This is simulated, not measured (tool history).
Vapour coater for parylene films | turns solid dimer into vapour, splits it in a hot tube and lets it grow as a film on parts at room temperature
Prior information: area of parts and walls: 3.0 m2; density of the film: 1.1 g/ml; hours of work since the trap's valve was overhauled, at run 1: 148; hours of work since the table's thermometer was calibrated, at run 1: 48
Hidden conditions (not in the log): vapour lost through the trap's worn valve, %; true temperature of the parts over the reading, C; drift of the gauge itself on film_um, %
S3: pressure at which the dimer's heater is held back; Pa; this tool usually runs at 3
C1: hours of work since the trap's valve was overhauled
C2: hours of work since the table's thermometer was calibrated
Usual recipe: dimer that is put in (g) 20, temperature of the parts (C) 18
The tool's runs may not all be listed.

{"run": 1, "hour": 0.0, "dimer that is put in (g)": 20, "temperature of the parts (C)": 18, "S3": 3, "C1": 148, "C2": 48, "thickness of the film (nm)": 3160}
{"run": 2, "hour": 13.7, "dimer that is put in (g)": 20, "temperature of the parts (C)": 18, "S3": 3, "C1": 155, "C2": 56, "thickness of the film (nm)": 3150}
{"run": 3, "hour": 22.6, "dimer that is put in (g)": 20, "temperature of the parts (C)": 18, "S3": 3, "C1": 159, "C2": 60, "thickness of the film (nm)": 3230}
{"run": 4, "hour": 34.3, "dimer that is put in (g)": 20, "temperature of the parts (C)": 18, "S3": 4.84, "C1": 165, "C2": 66, "thickness of the film (nm)": 2990}
{"run": 5, "hour": 52.2, "dimer that is put in (g)": 20, "temperature of the parts (C)": 18, "S3": 4.84, "C1": 175, "C2": 75, "thickness of the film (nm)": 2980}
{"run": 6, "hour": 68.3, "dimer that is put in (g)": 15, "temperature of the parts (C)": 14, "S3": 4.84, "C1": 183, "C2": 84, "thickness of the film (nm)": 2700}
{"run": 7, "hour": 82.8, "dimer that is put in (g)": 15, "temperature of the parts (C)": 14, "S3": 4.84, "C1": 190, "C2": 91, "thickness of the film (nm)": 2610}
{"run": 8, "hour": 99.8, "dimer that is put in (g)": 10, "temperature of the parts (C)": 24, "S3": 4.84, "C1": 199, "C2": 100, "thickness of the film (nm)": 1100}
{"run": 9, "hour": 108.4, "dimer that is put in (g)": 9, "temperature of the parts (C)": 25, "S3": 4.24, "C1": 204, "C2": 104, "thickness of the film (nm)": 980}
{"run": 10, "hour": 120.2, "dimer that is put in (g)": 9, "temperature of the parts (C)": 25, "S3": 4.24, "C1": 210, "C2": 110, "thickness of the film (nm)": 1020}

Predict each of these 3 candidate next runs independently; none follows another, all start after run 10:
{"run": "A", "hour": 137.5, "dimer that is put in (g)": 20, "temperature of the parts (C)": 24, "S3": 2.53, "C1": 219, "C2": 119, "thickness of the film (nm)": "?"}
{"run": "B", "hour": 137.5, "dimer that is put in (g)": 21, "temperature of the parts (C)": 13, "S3": 7.02, "C1": 219, "C2": 119, "thickness of the film (nm)": "?"}
{"run": "C", "hour": 137.5, "dimer that is put in (g)": 10, "temperature of the parts (C)": 17, "S3": 2.67, "C1": 219, "C2": 119, "thickness of the film (nm)": "?"}

run=A thickness_of_the_film_(nm)=2470
run=B thickness_of_the_film_(nm)=3650
run=C thickness_of_the_film_(nm)=1650
Stripped of hidden state, with their random variation kept, the same runs would have yielded:
run=A thickness_of_the_film_(nm)=2600
run=B thickness_of_the_film_(nm)=3850
run=C thickness_of_the_film_(nm)=1740

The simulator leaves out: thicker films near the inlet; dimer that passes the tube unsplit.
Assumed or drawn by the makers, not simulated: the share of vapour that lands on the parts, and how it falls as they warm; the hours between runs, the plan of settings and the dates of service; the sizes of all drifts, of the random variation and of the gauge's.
